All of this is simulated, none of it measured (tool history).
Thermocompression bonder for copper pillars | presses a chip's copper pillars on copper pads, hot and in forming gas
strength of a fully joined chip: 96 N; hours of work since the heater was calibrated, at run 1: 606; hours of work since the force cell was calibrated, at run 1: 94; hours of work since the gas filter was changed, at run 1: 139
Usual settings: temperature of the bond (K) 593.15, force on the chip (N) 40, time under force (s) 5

run,hour,temperature of the bond (K),force on the chip (N),time under force (s),hours of work since the heater was calibrated,hours of work since the force cell was calibrated,hours of work since the gas filter was changed,force that shears a chip off (N)
1,0,593.15,40,5,606,94,139,35.8
2,48.2,593.15,40,4,639,127,172,32.6
3,99.1,593.15,40,5,673,161,206,35.1
4,135.7,593.15,40,5,698,186,231,35.4
5,173.2,593.15,32,5,724,211,257,27.8
6,215.9,593.15,32,5,752,240,286,27.5
# hour 222.1: forming gas filter changed
7,255.7,593.15,32,5,779,267,23,29.7
8,310.4,593.15,32,5,816,304,60,29.1
9,361.5,593.15,32,5,851,338,94,29.3
10,413.6,593.15,32,5,886,374,130,28.7
11,465,567.15,32,5,921,408,164,21.1
12,488.2,593.15,40,5,936,424,180,36.5
13,543,593.15,40,5,974,461,217,35.7
14,571.9,593.15,40,11,993,481,237,47.5
15,601,593.15,40,11,1013,501,257,47.4
# hour 625.4: heater calibrated with a thermocouple chip
16,648,593.15,40,11,15,531,287,41.9
# hour 652.7: forming gas filter changed
17,681.5,612.15,40,5,38,553,20,41.6
18,709.2,617.15,40,5,56,572,38,43
19,755.7,617.15,40,5,88,604,70,42.6
20,804.3,617.15,40,5,121,637,103,42.7
21,834.4,568.15,27,9,141,657,123,20.5
22,860.3,584.15,29,6,159,674,141,22.4
23,895.7,584.15,29,6,183,698,165,22.7
24,949.8,613.15,39,5,219,735,201,39.1
25,1002.4,593.15,33,5,255,771,237,26.5
26,1037.8,593.15,43,6,279,795,261,37.1
# hour 1081.4: forming gas filter changed
27,1090.2,593.15,51,8,314,830,6,51.7
28,1133,593.15,51,8,343,859,35,51.2
29,1163.4,593.15,51,8,364,879,55,50.9
30,1192.2,593.15,51,8,383,899,75,50.6
31,1216.4,603.15,54,15,399,915,91,68.2
32,1242.5,603.15,54,15,417,933,109,67.8
33,1275.6,603.15,54,15,440,955,131,67.7
34,1321.2,603.15,44,8,470,986,162,47.9
35,1373.9,574.15,35,3,506,1022,198,18.1
36,1426.1,574.15,35,3,541,1057,233,18
37,1478.5,597.15,37,13,577,1093,269,44.6
# hour 1506.8: forming gas filter changed
38,1508.4,564.15,38,7,597,1113,1,27.3
39,1541.6,590.15,37,5,619,1135,24,31.3
40,1574.8,605.15,40,9,642,1158,46,48.8

Measured less the same run without the tool's hidden state. The same run-to-run variation is in both; the gauge's scatter may not be:
The hidden state here: true temperature of the bond over the reading, C; force that reaches the chip, % of what is set; oxide that the forming gas leaves, % of the face; drift of the gauge itself on shear_n, %.
run,force that shears a chip off (N)
1,+0.3
2,+0.1
3,-0.3
4,-0.4
5,-0.4
6,-0.6
7,+1.6
8,+1.5
9,+1.3
10,+1
11,+0.9
12,+0.7
13,+0.4
14,-0.1
15,-0.3
16,-5.2
17,-1.8
18,-2.1
19,-2.3
20,-2.7
21,-1.6
22,-1.8
23,-1.9
24,-3.5
25,-2.7
26,-3.8
27,-1.3
28,-1.6
29,-1.9
30,-2
31,-2.7
32,-3
33,-3.4
34,-3
35,-1.4
36,-1.5
37,-4.1
38,-0.3
39,-0.6
40,-1.3

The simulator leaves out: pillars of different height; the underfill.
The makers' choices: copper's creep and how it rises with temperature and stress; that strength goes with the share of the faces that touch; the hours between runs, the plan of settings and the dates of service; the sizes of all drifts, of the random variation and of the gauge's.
